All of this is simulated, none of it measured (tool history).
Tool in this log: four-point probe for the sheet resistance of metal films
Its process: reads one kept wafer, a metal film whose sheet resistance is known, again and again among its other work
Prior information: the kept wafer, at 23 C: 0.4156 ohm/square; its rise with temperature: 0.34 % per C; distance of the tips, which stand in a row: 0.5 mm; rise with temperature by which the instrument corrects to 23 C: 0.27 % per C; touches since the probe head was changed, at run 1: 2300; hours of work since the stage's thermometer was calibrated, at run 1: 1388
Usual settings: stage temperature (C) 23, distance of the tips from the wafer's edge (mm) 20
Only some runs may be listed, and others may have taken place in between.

run	hour	stage temperature (C)	distance of the tips from the wafer's edge (mm)	touches since the probe head was changed	hours of work since the stage's thermometer was calibrated	sheet resistance as the instrument gives it (ohm/square)
1	0	23	20	2300	1388	0.414831
2	13.2	23	20	2519	1394	0.414721
3	24.3	23	20	2702	1399	0.414877
4	35	23	20	2880	1404	0.414863
5	50.8	23	20	3143	1411	0.414858
6	57.9	23	20	3261	1415	0.414944
7	67.3	23	4	3416	1419	0.418177
8	81.4	23	4	3650	1426	0.41834
9	92.6	23	4	3836	1431	0.418171
10	100.8	23	20	3972	1435	0.414875
11	109.2	23	20	4112	1439	0.414752
12	118.7	23	20	4268	1443	0.41498
13	132.2	23	20	4493	1449	0.41496
14	139.6	20	20	4616	1453	0.413953
15	152.4	20	20	4828	1459	0.414322
16	159.7	20	20	4948	1462	0.414153
17	168.5	28	66	5095	1466	0.41618
18	181.7	26	8	5313	1472	0.416492
19	197.6	29	64	5577	1480	0.416362
20	205.2	26	24	5703	1483	0.415671
21	212.2	26	24	5819	1486	0.415815
22	221.3	27	9	5970	1491	0.416607
23	228.5	21	29	6090	1494	0.414402
24	244	22	8	6346	1501	0.41553
25	251	26	42	6462	1504	0.415747
26	263.4	33	35	6669	1510	0.417375
27	273.9	25	19	6842	1515	0.415468
28	280.4	25	19	6950	1518	0.415568
29	287.4	25	19	7067	1521	0.415596

Here are 4 independent what-if runs from the current tool condition. What would each one return?
A	303.2	32	5	7328	1528	?
B	303.2	25	69	7328	1528	?
C	303.2	25	20	7328	1528	?
D	303.2	27	70	7328	1528	?

run	sheet resistance as the instrument gives it (ohm/square)
A	0.419407
B	0.415563
C	0.415574
D	0.415961
Had the tool no hidden state, the same runs would have come out as:
run	sheet resistance as the instrument gives it (ohm/square)
A	0.420068
B	0.416217
C	0.416228
D	0.416617
